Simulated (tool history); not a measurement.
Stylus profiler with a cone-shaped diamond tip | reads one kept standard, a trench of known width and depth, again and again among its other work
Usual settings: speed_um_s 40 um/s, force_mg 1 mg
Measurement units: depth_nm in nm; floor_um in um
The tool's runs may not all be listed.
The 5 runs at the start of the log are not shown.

run	hour	speed_um_s	force_mg	scans with this tip	hours of work since the height scale was calibrated	depth_nm	floor_um
6	142.1	40	1	3578	561	502.68	94.9
7	163.1	40	1	3675	576	502.62	94.89
8	201.6	40	0.97	3853	604	502.67	94.86
9	228.8	40	0.97	3978	624	502.93	94.78
10	254.5	40	0.85	4097	642	502.65	94.84
11	275.2	40	1.48	4192	657	503.39	94.94
12	296.9	16	1	4292	673	502.72	95.04
13	313.4	40	0.79	4368	685	502.3	94.82
14	338.9	40	1	4486	703	502.67	94.78
15	365.4	29	1	4608	723	503	94.83
16	381.4	29	1	4682	734	502.67	94.81
17	411	29	1	4819	755	502.65	94.83
18	431.5	29	0.48	4913	770	502.02	94.72
19	461.7	40	1	5053	792	502.88	94.72
20	487.7	40	1	5172	811	502.7	94.73
21	505.8	40	1	5256	824	502.81	94.74
22	526	54	1.33	5349	839	503.29	94.6
23	558.7	22	0.67	5500	862	502.42	94.7
24	577.3	32	0.41	5586	876	501.85	94.64
25	594.8	30	0.67	5667	889	502.33	94.66
# hour 598.1: height scale calibrated on a step standard
26	628.3	30	1.35	5819	22	503.84	94.69

What does the tool deliver on the next run?
27	648	30	1.35	5910	36	?	?

For run 27 the tool returned depth_nm 503.67 nm, floor_um 94.73 um.
Minus the tool's unlogged condition, the same run would have read depth_nm 502.63 nm, floor_um 95.51 um.

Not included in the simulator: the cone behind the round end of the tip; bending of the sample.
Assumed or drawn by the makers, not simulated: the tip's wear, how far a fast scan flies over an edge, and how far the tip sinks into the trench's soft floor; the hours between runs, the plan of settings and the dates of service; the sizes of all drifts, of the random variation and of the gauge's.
